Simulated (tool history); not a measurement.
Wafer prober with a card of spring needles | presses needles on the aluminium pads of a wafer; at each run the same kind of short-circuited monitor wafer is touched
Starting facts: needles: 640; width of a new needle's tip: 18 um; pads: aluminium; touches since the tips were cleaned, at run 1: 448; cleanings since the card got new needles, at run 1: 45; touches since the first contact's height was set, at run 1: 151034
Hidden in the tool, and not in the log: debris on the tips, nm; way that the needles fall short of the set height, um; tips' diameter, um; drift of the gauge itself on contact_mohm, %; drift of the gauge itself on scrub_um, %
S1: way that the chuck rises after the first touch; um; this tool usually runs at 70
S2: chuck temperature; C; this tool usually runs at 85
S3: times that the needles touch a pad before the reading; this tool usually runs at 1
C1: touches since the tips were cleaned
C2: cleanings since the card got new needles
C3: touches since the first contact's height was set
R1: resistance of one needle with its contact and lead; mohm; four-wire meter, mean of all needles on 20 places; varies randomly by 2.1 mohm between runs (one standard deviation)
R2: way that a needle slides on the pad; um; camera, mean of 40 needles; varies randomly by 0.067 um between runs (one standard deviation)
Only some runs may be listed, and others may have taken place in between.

run,day,S1,S2,S3,C1,C2,C3,R1,R2
1,0.000,70,85,1,448,45,151034,232,12.70
# day 0.171: tips cleaned on abrasive film
# day 0.383: tips cleaned on abrasive film
# day 0.596: tips cleaned on abrasive film
2,0.742,70,85,1,2400,48,163189,229,12.73
# day 0.788: tips cleaned on abrasive film
# day 0.958: tips cleaned on abrasive film
# day 1.171: tips cleaned on abrasive film
# day 1.383: tips cleaned on abrasive film
3,1.471,70,85,1,1426,52,175066,225,12.73
# day 1.558: tips cleaned on abrasive film
# day 1.738: height of the first contact set anew
# day 1.783: tips cleaned on abrasive film
# day 1.954: tips cleaned on abrasive film
4,2.004,70,80,1,849,55,4334,225,12.84
# day 2.133: tips cleaned on abrasive film
# day 2.346: tips cleaned on abrasive film
# day 2.517: tips cleaned on abrasive film
# day 2.729: tips cleaned on abrasive film
# day 2.942: tips cleaned on abrasive film
5,2.975,70,80,1,543,60,20210,226,12.75
# day 3.146: tips cleaned on abrasive film
# day 3.358: tips cleaned on abrasive film
# day 3.533: tips cleaned on abrasive film
# day 3.746: tips cleaned on abrasive film
6,3.883,58,80,1,2302,64,35055,238,10.63
# day 3.929: tips cleaned on abrasive film
# day 4.100: tips cleaned on abrasive film
# day 4.312: tips cleaned on abrasive film
# day 4.525: tips cleaned on abrasive film
# day 4.738: tips cleaned on abrasive film
7,4.875,58,80,1,2298,69,51289,233,10.62
# day 4.921: tips cleaned on abrasive film
# day 5.133: tips cleaned on abrasive film
# day 5.346: tips cleaned on abrasive film
# day 5.562: tips cleaned on abrasive film
# day 5.775: tips cleaned on abrasive film
8,5.888,70,85,1,1907,74,67826,232,12.78
# day 5.975: tips cleaned on abrasive film
# day 6.188: tips cleaned on abrasive film
# day 6.400: tips cleaned on abrasive film
# day 6.612: tips cleaned on abrasive film
9,6.771,70,85,1,2586,78,82259,229,12.79
# day 6.817: tips cleaned on abrasive film
# day 6.988: tips cleaned on abrasive film
# day 7.200: tips cleaned on abrasive film
10,7.362,70,85,1,2756,81,91983,232,12.83
# day 7.408: tips cleaned on abrasive film
# day 7.625: tips cleaned on abrasive film
# day 7.796: tips cleaned on abrasive film
# day 8.008: tips cleaned on abrasive film
# day 8.221: tips cleaned on abrasive film
11,8.346,70,85,3,2097,86,108016,228,12.85
# day 8.433: tips cleaned on abrasive film
# day 8.646: tips cleaned on abrasive film
# day 8.858: tips cleaned on abrasive film
# day 9.071: tips cleaned on abrasive film
# day 9.275: tips cleaned on abrasive film
12,9.275,70,85,1,0,91,123195,226,12.93
# day 9.446: tips cleaned on abrasive film
# day 9.658: tips cleaned on abrasive film
# day 9.833: tips cleaned on abrasive film
# day 10.046: tips cleaned on abrasive film
13,10.125,70,85,1,1354,95,137092,231,12.94
# day 10.254: tips cleaned on abrasive film
# day 10.467: tips cleaned on abrasive film
# day 10.671: tips cleaned on abrasive film
14,10.671,70,85,1,0,98,145951,229,12.93
# day 10.883: tips cleaned on abrasive film
# day 11.054: tips cleaned on abrasive film
# day 11.267: tips cleaned on abrasive film
15,11.392,70,30,2,2067,101,157773,214,12.85
# day 11.479: tips cleaned on abrasive film
# day 11.692: tips cleaned on abrasive film
# day 11.904: tips cleaned on abrasive film
# day 12.075: tips cleaned on abrasive film
# day 12.288: tips cleaned on abrasive film
16,12.408,50,32,3,1988,106,174394,222,9.31
# day 12.496: tips cleaned on abrasive film
# day 12.708: tips cleaned on abrasive film
# day 12.721: height of the first contact set anew
# day 12.933: tips cleaned on abrasive film
# day 13.104: tips cleaned on abrasive film
17,13.225,50,66,2,2025,110,8296,231,9.17
# day 13.312: tips cleaned on abrasive film
# day 13.525: tips cleaned on abrasive film
# day 13.738: tips cleaned on abrasive film
# day 13.908: tips cleaned on abrasive film
# day 14.121: tips cleaned on abrasive film
18,14.262,86,85,1,2366,115,25295,225,15.94
# day 14.308: tips cleaned on abrasive film
# day 14.483: tips cleaned on abrasive film
# day 14.696: tips cleaned on abrasive film
# day 14.908: tips cleaned on abrasive film
# day 15.121: tips cleaned on abrasive film
19,15.133,57,121,2,206,120,39437,243,10.60
# day 15.304: tips cleaned on abrasive film
# day 15.517: tips cleaned on abrasive film
# day 15.729: tips cleaned on abrasive film
# day 15.942: tips cleaned on abrasive film
20,15.996,90,85,1,919,124,53596,226,16.80
# day 16.125: tips cleaned on abrasive film
# day 16.342: tips cleaned on abrasive film
# day 16.512: tips cleaned on abrasive film
# day 16.725: tips cleaned on abrasive film
21,16.779,70,85,2,929,128,66369,233,12.95
# day 16.908: tips cleaned on abrasive film
# day 17.121: tips cleaned on abrasive film
# day 17.333: tips cleaned on abrasive film
# day 17.546: tips cleaned on abrasive film
22,17.571,70,61,1,353,132,79262,221,12.91
# day 17.742: tips cleaned on abrasive film
# day 17.954: tips cleaned on abrasive film
# day 18.167: tips cleaned on abrasive film
23,18.296,50,27,1,2180,135,91197,225,9.31
# day 18.342: tips cleaned on abrasive film
# day 18.554: tips cleaned on abrasive film
# day 18.767: tips cleaned on abrasive film
# day 18.983: tips cleaned on abrasive film
24,19.146,70,85,1,2740,139,105089,223,13.00
# day 19.192: tips cleaned on abrasive film
# day 19.404: tips cleaned on abrasive film
# day 19.617: tips cleaned on abrasive film
25,19.712,55,37,1,1577,142,114331,225,10.22
# day 19.800: tips cleaned on abrasive film
# day 20.012: tips cleaned on abrasive film
26,20.162,55,37,1,2503,144,121709,222,10.25
# day 20.208: tips cleaned on abrasive film
# day 20.421: tips cleaned on abrasive film
# day 20.633: tips cleaned on abrasive film
27,20.783,60,94,2,2486,147,131859,232,11.19

Each row is a separate what-if for the run after 27, all from the same tool condition, not one after another. Results?
# day 20.829: tips cleaned on abrasive film
# day 21.042: tips cleaned on abrasive film
# day 21.212: tips cleaned on abrasive film
A,21.350,60,76,2,2311,150,141140,?,?
# day 20.829: tips cleaned on abrasive film
# day 21.042: tips cleaned on abrasive film
# day 21.212: tips cleaned on abrasive film
B,21.350,60,28,2,2311,150,141140,?,?
# day 20.829: tips cleaned on abrasive film
# day 21.042: tips cleaned on abrasive film
# day 21.212: tips cleaned on abrasive film
C,21.350,58,94,3,2311,150,141140,?,?

run,R1,R2
A,231,11.15
B,222,11.15
C,240,10.77
With no hidden state in the tool, these same runs would have given:
run,R1,R2
A,231,10.91
B,221,10.92
C,240,10.54

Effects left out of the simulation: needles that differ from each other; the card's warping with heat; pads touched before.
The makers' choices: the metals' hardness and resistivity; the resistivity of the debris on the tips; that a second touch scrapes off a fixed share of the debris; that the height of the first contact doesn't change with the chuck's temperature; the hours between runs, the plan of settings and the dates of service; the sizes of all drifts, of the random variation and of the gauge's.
